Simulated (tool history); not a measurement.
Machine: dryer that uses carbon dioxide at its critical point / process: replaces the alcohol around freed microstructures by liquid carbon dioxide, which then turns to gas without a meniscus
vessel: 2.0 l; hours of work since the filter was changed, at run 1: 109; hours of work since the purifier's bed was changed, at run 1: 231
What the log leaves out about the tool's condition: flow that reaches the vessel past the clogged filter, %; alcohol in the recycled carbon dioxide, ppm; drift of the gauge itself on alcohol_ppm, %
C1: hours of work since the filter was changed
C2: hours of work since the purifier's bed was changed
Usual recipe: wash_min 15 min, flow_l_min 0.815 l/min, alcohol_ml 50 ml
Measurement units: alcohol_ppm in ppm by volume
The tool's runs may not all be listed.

run 1 day=0.000 | wash_min=15 flow_l_min=0.815 alcohol_ml=50 | C1=109 C2=231 | alcohol_ppm=480
run 2 day=0.496 | wash_min=11 flow_l_min=0.815 alcohol_ml=50 | C1=115 C2=237 | alcohol_ppm=1316
run 3 day=1.092 | wash_min=11 flow_l_min=0.815 alcohol_ml=50 | C1=122 C2=244 | alcohol_ppm=1290
run 4 day=1.371 | wash_min=11 flow_l_min=0.815 alcohol_ml=50 | C1=125 C2=247 | alcohol_ppm=1344
run 5 day=1.821 | wash_min=11 flow_l_min=0.815 alcohol_ml=50 | C1=131 C2=252 | alcohol_ppm=1347
run 6 day=2.308 | wash_min=11 flow_l_min=0.815 alcohol_ml=50 | C1=136 C2=258 | alcohol_ppm=1358
run 7 day=2.633 | wash_min=19 flow_l_min=0.815 alcohol_ml=50 | C1=140 C2=262 | alcohol_ppm=226
run 8 day=2.921 | wash_min=19 flow_l_min=0.815 alcohol_ml=50 | C1=143 C2=265 | alcohol_ppm=225
run 9 day=3.225 | wash_min=11 flow_l_min=0.815 alcohol_ml=21 | C1=147 C2=268 | alcohol_ppm=618
run 10 day=3.692 | wash_min=23 flow_l_min=0.951 alcohol_ml=29 | C1=152 C2=274 | alcohol_ppm=81
run 11 day=4.067 | wash_min=23 flow_l_min=0.951 alcohol_ml=29 | C1=157 C2=278 | alcohol_ppm=82
run 12 day=4.450 | wash_min=23 flow_l_min=0.951 alcohol_ml=29 | C1=161 C2=283 | alcohol_ppm=83
run 13 day=4.996 | wash_min=23 flow_l_min=0.951 alcohol_ml=29 | C1=168 C2=289 | alcohol_ppm=86
run 14 day=5.346 | wash_min=12 flow_l_min=1.029 alcohol_ml=50 | C1=172 C2=293 | alcohol_ppm=534
run 15 day=5.938 | wash_min=12 flow_l_min=1.029 alcohol_ml=50 | C1=179 C2=300 | alcohol_ppm=531

Consider 4 possible next runs. They are alternatives, not a sequence: every one starts from the tool as it was left by run 15. What does each give?
run A day=6.358 | wash_min=23 flow_l_min=0.949 alcohol_ml=21 | C1=183 C2=305 | alcohol_ppm=?
run B day=6.358 | wash_min=11 flow_l_min=0.896 alcohol_ml=119 | C1=183 C2=305 | alcohol_ppm=?
run C day=6.358 | wash_min=14 flow_l_min=1.147 alcohol_ml=36 | C1=183 C2=305 | alcohol_ppm=?
run D day=6.358 | wash_min=9 flow_l_min=0.539 alcohol_ml=44 | C1=183 C2=305 | alcohol_ppm=?

run=A alcohol_ppm=83
run=B alcohol_ppm=2541
run=C alcohol_ppm=183
run=D alcohol_ppm=4574
Had the tool no hidden state, the same runs would have come out as:
run=A alcohol_ppm=7
run=B alcohol_ppm=1764
run=C alcohol_ppm=71
run=D alcohol_ppm=3809
